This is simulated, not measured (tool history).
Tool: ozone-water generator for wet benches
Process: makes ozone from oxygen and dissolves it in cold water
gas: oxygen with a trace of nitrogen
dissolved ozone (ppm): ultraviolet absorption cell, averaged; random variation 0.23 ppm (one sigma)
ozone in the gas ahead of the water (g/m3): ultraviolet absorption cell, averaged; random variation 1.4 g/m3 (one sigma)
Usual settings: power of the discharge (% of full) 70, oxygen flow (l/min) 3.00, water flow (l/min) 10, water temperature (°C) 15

| run | hour | power of the discharge (% of full) | oxygen flow (l/min) | water flow (l/min) | water temperature (°C) | dissolved ozone (ppm) | ozone in the gas ahead of the water (g/m3) |
|---|---|---|---|---|---|---|---|
| 1 | 0.0 | 70 | 3.00 | 10 | 15 | 30.7 | 244.5 |
| 2 | 31.1 | 43 | 3.00 | 10 | 15 | 20.3 | 161.4 |
| 3 | 99.1 | 43 | 3.00 | 10 | 15 | 20.8 | 160.8 |
| 4 | 134.8 | 70 | 3.00 | 10 | 15 | 31.0 | 243.8 |
| 5 | 197.7 | 70 | 3.00 | 10 | 15 | 30.6 | 244.6 |
| 6 | 229.7 | 70 | 3.00 | 10 | 15 | 30.8 | 245.3 |
| 7 | 292.2 | 70 | 3.00 | 10 | 10 | 33.0 | 246.1 |
| 8 | 331.9 | 70 | 3.00 | 10 | 10 | 33.0 | 245.0 |
| 9 | 373.7 | 70 | 3.00 | 10 | 10 | 32.6 | 242.9 |
| 10 | 445.0 | 70 | 3.85 | 10 | 15 | 31.3 | 220.6 |
| 11 | 507.9 | 70 | 3.00 | 10 | 15 | 30.5 | 242.9 |
| 12 | 577.8 | 70 | 3.00 | 8 | 15 | 35.1 | 242.8 |
| 13 | 648.2 | 70 | 3.00 | 8 | 15 | 35.4 | 244.2 |
| 14 | 696.3 | 70 | 3.00 | 10 | 15 | 30.4 | 244.2 |
| 15 | 726.0 | 70 | 3.00 | 10 | 15 | 30.2 | 243.3 |
| 16 | 797.8 | 51 | 3.00 | 10 | 15 | 23.1 | 186.2 |
| 17 | 847.9 | 51 | 3.00 | 10 | 15 | 23.6 | 185.7 |
| 18 | 920.4 | 54 | 3.00 | 6 | 15 | 33.4 | 195.4 |
| 19 | 963.9 | 54 | 3.00 | 6 | 15 | 33.5 | 195.6 |
| 20 | 1005.5 | 46 | 5.02 | 11 | 15 | 21.1 | 138.7 |
| 21 | 1043.4 | 48 | 1.78 | 10 | 15 | 19.5 | 217.5 |
| 22 | 1081.5 | 49 | 3.00 | 8 | 15 | 25.9 | 179.8 |
| 23 | 1149.9 | 65 | 3.08 | 10 | 15 | 28.2 | 222.7 |
| 24 | 1216.6 | 53 | 3.00 | 8 | 15 | 27.5 | 190.5 |
| 25 | 1285.2 | 70 | 3.00 | 10 | 9 | 32.5 | 240.8 |
| 26 | 1338.7 | 70 | 3.00 | 10 | 9 | 32.3 | 240.9 |
| 27 | 1393.8 | 70 | 1.92 | 10 | 11 | 28.5 | 281.6 |
| 28 | 1445.3 | 69 | 3.00 | 10 | 15 | 29.3 | 236.2 |
| 29 | 1478.9 | 69 | 1.65 | 10 | 9 | 27.3 | 300.5 |
| 30 | 1516.4 | 69 | 1.65 | 10 | 9 | 27.5 | 300.0 |
| 31 | 1576.8 | 69 | 1.65 | 10 | 14 | 26.4 | 299.5 |
| 32 | 1625.3 | 69 | 1.65 | 10 | 14 | 26.2 | 299.1 |
| 33 | 1697.0 | 70 | 2.68 | 6 | 19 | 38.0 | 248.0 |

Forecast each of these 4 alternatives for the next run:
| A | 1756.2 | 70 | 3.00 | 14 | 14 | ? | ? |
| B | 1756.2 | 70 | 2.06 | 10 | 10 | ? | ? |
| C | 1756.2 | 95 | 2.57 | 6 | 19 | ? | ? |
| D | 1756.2 | 70 | 3.38 | 9 | 19 | ? | ? |

| run | dissolved ozone (ppm) | ozone in the gas ahead of the water (g/m3) |
|---|---|---|
| A | 23.4 | 238.3 |
| B | 29.7 | 275.7 |
| C | 48.4 | 325.4 |
| D | 30.2 | 226.0 |
Without the tool's hidden state the same runs would have given:
| run | dissolved ozone (ppm) | ozone in the gas ahead of the water (g/m3) |
|---|---|---|
| A | 26.7 | 259.2 |
| B | 33.7 | 299.8 |
| C | 55.8 | 361.8 |
| D | 34.2 | 245.7 |

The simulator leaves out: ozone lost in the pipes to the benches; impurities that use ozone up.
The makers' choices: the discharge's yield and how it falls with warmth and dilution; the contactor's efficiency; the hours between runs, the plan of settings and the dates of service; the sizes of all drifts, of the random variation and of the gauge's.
